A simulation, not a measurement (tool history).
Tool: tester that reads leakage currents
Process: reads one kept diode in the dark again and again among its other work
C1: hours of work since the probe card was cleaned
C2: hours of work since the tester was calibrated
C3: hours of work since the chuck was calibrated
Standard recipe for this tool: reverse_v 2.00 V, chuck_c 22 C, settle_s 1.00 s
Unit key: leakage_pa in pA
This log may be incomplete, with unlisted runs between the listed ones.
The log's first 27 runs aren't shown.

-- hour=4575.3 probe card cleaned and baked
run 28 hour=4575.3 | reverse_v=1.74 chuck_c=33 settle_s=0.81 | C1=0 C2=3960 C3=954 | leakage_pa=157.59
run 29 hour=4717.4 | reverse_v=1.74 chuck_c=33 settle_s=0.35 | C1=76 C2=4036 C3=1030 | leakage_pa=159.39
run 30 hour=4958.8 | reverse_v=7.53 chuck_c=33 settle_s=0.35 | C1=204 C2=4164 C3=1159 | leakage_pa=285.81
run 31 hour=5160.3 | reverse_v=7.53 chuck_c=33 settle_s=0.35 | C1=312 C2=4272 C3=1266 | leakage_pa=282.45
run 32 hour=5408.5 | reverse_v=7.53 chuck_c=33 settle_s=0.35 | C1=444 C2=4404 C3=1399 | leakage_pa=285.75
-- hour=5495.2 tester calibrated
run 33 hour=5641.9 | reverse_v=4.44 chuck_c=22 settle_s=1.00 | C1=568 C2=78 C3=1522 | leakage_pa=94.03
run 34 hour=5804.5 | reverse_v=4.44 chuck_c=22 settle_s=1.00 | C1=654 C2=165 C3=1609 | leakage_pa=94.57
run 35 hour=5955.1 | reverse_v=4.44 chuck_c=22 settle_s=1.00 | C1=735 C2=245 C3=1689 | leakage_pa=94.46
run 36 hour=6075.1 | reverse_v=1.73 chuck_c=22 settle_s=4.45 | C1=799 C2=309 C3=1753 | leakage_pa=65.16
run 37 hour=6321.2 | reverse_v=2.00 chuck_c=58 settle_s=1.95 | C1=930 C2=440 C3=1884 | leakage_pa=1086.40

What if the next run were any one of these 5? Each begins from the tool's condition after run 37:
run A hour=6533.8 | reverse_v=2.00 chuck_c=43 settle_s=1.00 | C1=1043 C2=554 C3=1998 | leakage_pa=?
run B hour=6533.8 | reverse_v=3.62 chuck_c=36 settle_s=0.35 | C1=1043 C2=554 C3=1998 | leakage_pa=?
run C hour=6533.8 | reverse_v=1.84 chuck_c=27 settle_s=1.40 | C1=1043 C2=554 C3=1998 | leakage_pa=?
run D hour=6533.8 | reverse_v=10.45 chuck_c=34 settle_s=0.61 | C1=1043 C2=554 C3=1998 | leakage_pa=?
run E hour=6533.8 | reverse_v=2.00 chuck_c=58 settle_s=2.05 | C1=1043 C2=554 C3=1998 | leakage_pa=?

run=A leakage_pa=375.67
run=B leakage_pa=274.95
run=C leakage_pa=102.20
run=D leakage_pa=358.00
run=E leakage_pa=1081.70
Take away the tool's hidden state, keep each run's random variation, and the runs would have read:
run=A leakage_pa=362.74
run=B leakage_pa=264.85
run=C leakage_pa=98.12
run=D leakage_pa=343.91
run=E leakage_pa=1048.30
